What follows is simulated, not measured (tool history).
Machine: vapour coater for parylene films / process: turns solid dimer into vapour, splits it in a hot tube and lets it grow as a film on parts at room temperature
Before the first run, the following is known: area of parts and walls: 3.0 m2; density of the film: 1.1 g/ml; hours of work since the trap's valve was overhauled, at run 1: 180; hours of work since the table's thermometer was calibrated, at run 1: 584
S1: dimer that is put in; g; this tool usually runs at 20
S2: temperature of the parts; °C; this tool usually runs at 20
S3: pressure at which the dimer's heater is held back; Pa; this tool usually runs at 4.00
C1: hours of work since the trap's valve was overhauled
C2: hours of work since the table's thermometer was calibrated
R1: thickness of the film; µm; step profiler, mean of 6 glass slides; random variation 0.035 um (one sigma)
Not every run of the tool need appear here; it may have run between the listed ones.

{"run": 1, "hour": 0.0, "S1": 20, "S2": 20, "S3": 4.0, "C1": 180, "C2": 584, "R1": 4.08}
{"run": 2, "hour": 66.6, "S1": 20, "S2": 20, "S3": 3.6, "C1": 214, "C2": 618, "R1": 4.1}
{"run": 3, "hour": 141.6, "S1": 20, "S2": 20, "S3": 5.78, "C1": 252, "C2": 656, "R1": 3.74}
{"hour": 156.7, "done": "trap's valve overhauled"}
{"run": 4, "hour": 190.0, "S1": 20, "S2": 20, "S3": 5.78, "C1": 17, "C2": 679, "R1": 3.57}
{"run": 5, "hour": 269.7, "S1": 20, "S2": 20, "S3": 5.78, "C1": 57, "C2": 719, "R1": 3.5}
{"hour": 304.9, "done": "trap's valve overhauled, once more"}
{"run": 6, "hour": 347.9, "S1": 30, "S2": 20, "S3": 4.0, "C1": 22, "C2": 757, "R1": 6.77}
{"run": 7, "hour": 425.4, "S1": 11, "S2": 20, "S3": 9.15, "C1": 61, "C2": 796, "R1": 2.17}

The next listed run, before its measurement:
{"run": 8, "hour": 498.2, "S1": 9, "S2": 27, "S3": 9.63, "C1": 98, "C2": 833, "R1": "?"}

Logged for run 8: R1 1.42 µm.
The same run, on a tool lacking any hidden state, would have yielded R1 1.48 µm.

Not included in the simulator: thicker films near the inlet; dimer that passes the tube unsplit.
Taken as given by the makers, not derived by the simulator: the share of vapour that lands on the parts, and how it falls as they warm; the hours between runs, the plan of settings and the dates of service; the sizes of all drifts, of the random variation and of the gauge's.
